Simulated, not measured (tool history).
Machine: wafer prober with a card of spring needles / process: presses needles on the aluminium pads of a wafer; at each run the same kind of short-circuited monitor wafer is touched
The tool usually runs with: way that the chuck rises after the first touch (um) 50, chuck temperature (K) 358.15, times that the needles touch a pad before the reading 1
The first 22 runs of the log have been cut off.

run	hour	way that the chuck rises after the first touch (um)	chuck temperature (K)	times that the needles touch a pad before the reading	resistance of one needle with its contact and lead (mohm)	way that a needle slides on the pad (um)
23	480.7	31	395.15	3	164	7.62
# hour 482.3: tips cleaned on abrasive film
24	496.7	31	298.15	2	144	7.64
# hour 503.9: tips cleaned on abrasive film
25	511.5	31	298.15	2	141	7.61
# hour 513.5: height of the first contact set anew
# hour 526.4: tips cleaned on abrasive film
26	537.6	57	298.15	1	131	14.04
# hour 548.8: tips cleaned on abrasive film
27	564.4	57	298.15	1	129	14.02
# hour 571.4: tips cleaned on abrasive film
28	579.6	57	298.15	1	134	14
# hour 594.6: tips cleaned on abrasive film
29	599.1	54	302.15	1	131	13.25
# hour 615.8: tips cleaned on abrasive film
30	622.9	50	358.15	1	144	12.25
# hour 638.4: tips cleaned on abrasive film
# hour 644.6: gauge calibrated
31	650.8	60	358.15	1	141	14.88
# hour 659.7: tips cleaned on abrasive film
32	668.4	32	300.15	1	141	7.93
# hour 681.3: tips cleaned on abrasive film
33	693.5	32	300.15	1	141	7.92

Predict each of these 3 candidate next runs independently; none follows another, all start after run 33:
# hour 703.4: tips cleaned on abrasive film
A	717.6	32	339.15	1	?	?
# hour 703.4: tips cleaned on abrasive film
B	717.6	39	300.15	2	?	?
# hour 703.4: tips cleaned on abrasive film
C	717.6	67	319.15	2	?	?

run	resistance of one needle with its contact and lead (mohm)	way that a needle slides on the pad (um)
A	151	7.94
B	137	9.67
C	130	16.59
Stripped of hidden state, with their random variation kept, the same runs would have yielded:
run	resistance of one needle with its contact and lead (mohm)	way that a needle slides on the pad (um)
A	150	7.95
B	137	9.68
C	130	16.61
